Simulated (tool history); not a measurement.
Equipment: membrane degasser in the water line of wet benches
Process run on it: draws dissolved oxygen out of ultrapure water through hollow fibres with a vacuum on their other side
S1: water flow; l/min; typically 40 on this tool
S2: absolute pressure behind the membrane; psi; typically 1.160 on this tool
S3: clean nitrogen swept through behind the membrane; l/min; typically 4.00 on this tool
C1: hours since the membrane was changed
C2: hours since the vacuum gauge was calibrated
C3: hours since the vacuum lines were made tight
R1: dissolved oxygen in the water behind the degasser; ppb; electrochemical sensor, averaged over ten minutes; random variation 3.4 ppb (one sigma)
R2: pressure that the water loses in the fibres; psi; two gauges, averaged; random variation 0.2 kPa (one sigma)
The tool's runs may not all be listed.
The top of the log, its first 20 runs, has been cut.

run      day  S1     S2     S3    C1   C2    C3     R1     R2
 21   65.838  26  0.705   5.78  1794  147  3621  153.9  3.990
 22   67.983  26  0.705   5.78  1846  199  3672  153.6  3.993
      68.521  -- vacuum gauge calibrated, once more
 23   70.779  39  2.019   6.37  1912   54  3739  385.2  6.035
 24   75.854  48  1.065   5.67  2034  176  3861  390.9  7.407
 25   80.792  26  1.971   2.95  2153  295  3979  342.1  4.036
 26   83.675  26  1.971   2.95  2222  364  4048  337.1  3.978
 27   86.575  25  1.160   7.25  2291  433  4118  164.7  3.833
 28   91.092  25  1.160   7.25  2400  542  4226  164.9  3.865
 29   94.575  25  1.160   7.25  2483  625  4310  166.1  3.849
 30   99.475  40  1.160   5.97  2601  743  4427  319.4  6.174
 31  104.079  25  0.963  11.99  2711  853  4538  146.1  3.841

Predict the results of run 32:
 32  107.412  36  1.661  9.15  2791  933  4618   ?   ?

{"run 32": {"R1": 290.1, "R2": 5.643}}
On a tool with no hidden condition, and with the same random variation, this run would have come out at R1 278.9 ppb, R2 5.567 psi.
